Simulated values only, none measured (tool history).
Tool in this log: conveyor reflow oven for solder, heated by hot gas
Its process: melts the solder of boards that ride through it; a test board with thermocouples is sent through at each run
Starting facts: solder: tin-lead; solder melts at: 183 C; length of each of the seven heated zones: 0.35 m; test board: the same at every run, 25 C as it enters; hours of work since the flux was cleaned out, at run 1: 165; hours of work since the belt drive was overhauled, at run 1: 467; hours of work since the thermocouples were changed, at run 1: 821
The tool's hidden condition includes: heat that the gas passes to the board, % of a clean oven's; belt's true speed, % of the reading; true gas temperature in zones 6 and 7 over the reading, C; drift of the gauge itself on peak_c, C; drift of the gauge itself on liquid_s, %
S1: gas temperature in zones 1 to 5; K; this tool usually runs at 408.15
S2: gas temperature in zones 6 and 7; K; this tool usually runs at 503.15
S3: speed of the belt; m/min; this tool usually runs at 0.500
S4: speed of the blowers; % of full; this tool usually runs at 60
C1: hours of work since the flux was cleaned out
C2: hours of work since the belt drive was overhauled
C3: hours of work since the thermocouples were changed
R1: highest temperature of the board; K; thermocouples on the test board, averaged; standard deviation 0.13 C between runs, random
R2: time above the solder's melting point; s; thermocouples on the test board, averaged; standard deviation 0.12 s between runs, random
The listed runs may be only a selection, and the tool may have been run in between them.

run	hour	S1	S2	S3	S4	C1	C2	C3	R1	R2
1	0.0	408.15	503.15	0.500	60	165	467	821	480.25	51.0
2	25.0	408.15	503.15	0.500	60	178	479	833	480.05	50.6
3	48.7	408.15	503.15	0.500	60	190	491	845	480.35	50.3
# hour 55.8: flux residue cleaned out of gas plates and filters
4	83.3	408.15	503.15	0.500	61	14	506	860	481.35	52.4
5	108.5	408.15	493.15	0.500	60	27	519	873	473.15	41.3
6	129.2	414.15	493.15	0.500	60	37	529	883	474.15	45.4
7	152.7	408.15	503.15	0.500	60	49	541	895	480.85	51.9
8	180.4	408.15	503.15	0.500	60	63	555	909	480.65	51.6
9	196.7	408.15	503.15	0.500	60	71	563	917	480.75	51.4
10	213.3	408.15	503.15	0.500	70	79	572	925	483.65	55.4
11	242.3	408.15	503.15	0.500	70	94	586	940	483.25	55.8
12	255.2	408.15	503.15	0.500	74	100	593	946	484.45	57.0
13	269.1	408.15	503.15	0.500	74	107	600	953	484.55	56.8
14	300.9	408.15	503.15	0.500	74	123	616	969	484.35	56.7
15	317.4	408.15	503.15	0.500	74	132	624	978	484.05	56.5
16	335.4	408.15	506.15	0.500	59	141	633	987	482.35	53.3
17	348.4	413.15	513.15	0.528	85	147	640	993	494.45	63.6
18	367.9	413.15	513.15	0.528	85	157	649	1003	494.15	63.8
# hour 373.2: belt drive overhauled, speed set with a stopwatch
19	388.1	423.15	503.15	0.500	54	165	7	1011	481.45	58.6
20	415.6	423.15	503.15	0.500	54	179	21	1025	481.55	58.4
21	435.9	400.15	498.15	0.542	51	189	32	1035	467.65	25.4
# hour 443.8: flux residue cleaned out of gas plates and filters
22	459.5	403.15	503.15	0.500	60	8	41	1045	479.55	48.5
23	480.6	403.15	503.15	0.500	60	19	51	1055	479.45	48.6
24	512.8	403.15	493.15	0.500	50	35	68	1072	467.55	29.6
# hour 543.3: thermocouples of zones 6 and 7 changed
25	545.9	403.15	493.15	0.500	70	50	83	1	476.35	45.9
# hour 568.4: belt drive overhauled, speed set with a stopwatch, once more
26	571.3	408.15	503.15	0.500	63	61	1	12	482.95	53.7
27	593.0	408.15	503.15	0.500	62	72	12	23	482.95	53.4
28	615.8	418.15	504.15	0.500	51	84	24	34	481.75	55.4
29	637.1	418.15	504.15	0.568	51	94	35	45	476.75	41.7
30	668.2	418.15	504.15	0.568	83	110	50	61	486.65	54.4

4 options for the next run, each taken on its own from the tool as it stands now. Forecast them:
A	687.1	408.15	503.15	0.500	52	119	60	70	?	?
B	687.1	397.15	492.15	0.568	88	119	60	70	?	?
C	687.1	407.15	513.15	0.568	77	119	60	70	?	?
D	687.1	408.15	503.15	0.584	60	119	60	70	?	?

run	R1	R2
A	478.75	47.3
B	473.85	34.7
C	490.45	52.8
D	475.75	36.7
The same runs, with their run-to-run variation unchanged, on a tool lacking any hidden condition would have given:
run	R1	R2
A	479.85	48.9
B	475.15	36.7
C	491.85	54.0
D	476.95	38.4

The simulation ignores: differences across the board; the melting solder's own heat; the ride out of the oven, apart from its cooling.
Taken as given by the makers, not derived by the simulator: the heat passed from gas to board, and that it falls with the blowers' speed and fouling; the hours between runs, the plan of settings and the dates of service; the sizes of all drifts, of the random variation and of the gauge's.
